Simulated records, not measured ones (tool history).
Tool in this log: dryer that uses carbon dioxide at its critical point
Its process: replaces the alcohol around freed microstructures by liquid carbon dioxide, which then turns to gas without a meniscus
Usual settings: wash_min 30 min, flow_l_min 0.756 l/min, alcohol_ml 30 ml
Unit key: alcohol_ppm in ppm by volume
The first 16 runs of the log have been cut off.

run   hour  wash_min  flow_l_min  alcohol_ml  alcohol_ppm
 17  255.2        30       1.228          30           59
 18    276        30       0.471          30          596
 19  288.1        38       0.471          22          255
 20  300.7        38       0.471          22          261
 21  314.5        38       0.471          22          281
 22  335.6        30       0.895          22          109
 23  355.3        30       1.006          26          104
 24  371.8        30       1.006          26          113
     387.5  -- inlet filter changed
 25  392.6        30       1.006          26           79
     403.9  -- purifier's bed changed
 26  413.1        43       0.888          36            8
 27  424.6        36        0.68          72          104
 28  440.2        36        0.68          72          100
 29    458        40        0.68          72           63
 30  475.8        40        0.68          72           76
 31  485.6        27        0.68          72          405
 32  499.3        20       0.756          36          414

Below are 4 alternative next runs, each starting from the tool's condition after run 32. Predict each:
  A  517.3        24       0.637          89            ?
  B  517.3        30       0.814          30            ?
  C  517.3        20       0.507         109            ?
  D  517.3        44       1.109          63            ?

run  alcohol_ppm
  A          954
  B           69
  C         3375
  D           15
Without the tool's hidden state the same runs would have given:
run  alcohol_ppm
  A          825
  B           50
  C         3074
  D            7
